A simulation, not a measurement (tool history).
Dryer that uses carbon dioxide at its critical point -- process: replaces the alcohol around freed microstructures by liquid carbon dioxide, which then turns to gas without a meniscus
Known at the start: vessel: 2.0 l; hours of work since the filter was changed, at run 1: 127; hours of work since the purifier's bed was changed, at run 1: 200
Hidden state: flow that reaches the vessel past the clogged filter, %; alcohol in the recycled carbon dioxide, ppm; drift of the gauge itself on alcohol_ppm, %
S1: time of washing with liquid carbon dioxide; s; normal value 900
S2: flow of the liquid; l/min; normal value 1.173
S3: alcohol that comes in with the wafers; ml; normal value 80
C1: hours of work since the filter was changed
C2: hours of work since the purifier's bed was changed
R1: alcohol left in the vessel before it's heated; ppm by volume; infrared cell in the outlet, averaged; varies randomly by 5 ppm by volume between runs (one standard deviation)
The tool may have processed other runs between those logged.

run  hour    S1     S2  S3   C1   C2   R1
  1   0.0   900  1.173  80  127  200   94
  2   4.7   900  1.173  80  131  203   89
  3  11.9   900  1.173  80  136  209  102
  4  22.2   900  1.173  80  144  216  113
  5  29.9   900  1.173  80  150  222  105
  6  39.4   900  1.173  80  157  229  107
     48.9  -- inlet filter changed
  7  50.5  1020  0.900  29    1  237   75
  8  61.3   780  1.173  80    9  245  127
  9  72.6   780  1.173  80   18  253  122
 10  81.5   660  1.120  22   24  260  144
 11  89.7   660  1.730  65   31  266   76
 12  95.3  1320  1.930  86   35  270   79

Alternative continuations, all from the tool just after run 12; predict every row:
  A  105.0  1080  1.173  80  42  278   ?
  B  105.0  1380  1.150  80  42  278   ?
  C  105.0   540  1.340  37  42  278   ?
  D  105.0   840  1.290  35  42  278   ?

run   R1
  A   89
  B   84
  C  200
  D   85
Had the tool no hidden state, the same runs would have come out as:
run   R1
  A   17
  B   15
  C  112
  D   13

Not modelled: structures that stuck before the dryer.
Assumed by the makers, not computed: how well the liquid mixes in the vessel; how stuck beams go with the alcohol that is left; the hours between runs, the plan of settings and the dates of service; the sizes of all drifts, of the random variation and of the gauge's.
